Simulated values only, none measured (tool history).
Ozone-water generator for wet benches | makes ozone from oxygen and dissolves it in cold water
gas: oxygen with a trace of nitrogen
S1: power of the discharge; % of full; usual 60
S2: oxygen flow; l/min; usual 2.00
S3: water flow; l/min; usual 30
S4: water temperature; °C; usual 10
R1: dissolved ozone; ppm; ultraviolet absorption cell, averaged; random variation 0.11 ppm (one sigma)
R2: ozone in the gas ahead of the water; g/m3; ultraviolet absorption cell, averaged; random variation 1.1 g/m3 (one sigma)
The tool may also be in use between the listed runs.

run 1 hour=0.0 | S1=60 S2=2.00 S3=30 S4=10 | R1=7.3 R2=191.1
run 2 hour=57.8 | S1=60 S2=2.00 S3=30 S4=10 | R1=7.6 R2=187.6
run 3 hour=105.9 | S1=60 S2=2.00 S3=30 S4=10 | R1=7.5 R2=188.4
run 4 hour=139.5 | S1=60 S2=2.00 S3=30 S4=10 | R1=7.2 R2=188.8
run 5 hour=168.5 | S1=60 S2=2.00 S3=30 S4=10 | R1=7.4 R2=186.9
run 6 hour=217.4 | S1=60 S2=2.00 S3=30 S4=10 | R1=7.3 R2=187.1
run 7 hour=276.8 | S1=60 S2=1.22 S3=30 S4=10 | R1=6.1 R2=235.9
run 8 hour=312.4 | S1=60 S2=1.22 S3=30 S4=10 | R1=6.0 R2=234.1

Forecast run 9:
run 9 hour=338.3 | S1=60 S2=1.22 S3=30 S4=10 | R1=? R2=?

Run 9 gave R1 5.9 ppm, R2 235.6 g/m3.
Without the tool's hidden state the same run would have given R1 5.9 ppm, R2 235.6 g/m3.
